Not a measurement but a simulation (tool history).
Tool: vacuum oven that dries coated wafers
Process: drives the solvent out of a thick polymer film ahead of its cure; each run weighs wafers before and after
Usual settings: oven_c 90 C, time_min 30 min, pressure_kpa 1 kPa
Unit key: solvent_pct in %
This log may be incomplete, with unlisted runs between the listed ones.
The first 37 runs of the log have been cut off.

run    hour  oven_c  time_min  pressure_kpa  solvent_pct
 38  2819.8      90        35          1.47         1.45
 39  2904.8      99        30          0.55         0.38
 40  2999.3      90        34             1         1.13
 41  3098.4      90        34             1         1.15
 42  3206.3     100        19             1         0.78
 43  3293.6      90        18          0.79         2.29
 44    3392      90        18          0.79         2.25
 45  3445.6      80        30          0.88         3.33
 46  3507.5      90        40             1         1.11

Below are 4 alternative next runs, each starting from the tool's condition after run 46. Predict each:
  A  3599.9      76        40          3.87            ?
  B  3599.9      99        40          3.63            ?
  C  3599.9     104        36          0.71            ?
  D  3599.9      87        31           2.6            ?

run  solvent_pct
  A         6.26
  B         1.93
  C         0.41
  D         2.85
The same runs, with their run-to-run variation unchanged, on a tool lacking any hidden condition would have given:
run  solvent_pct
  A         6.26
  B         1.81
  C         0.26
  D          2.8
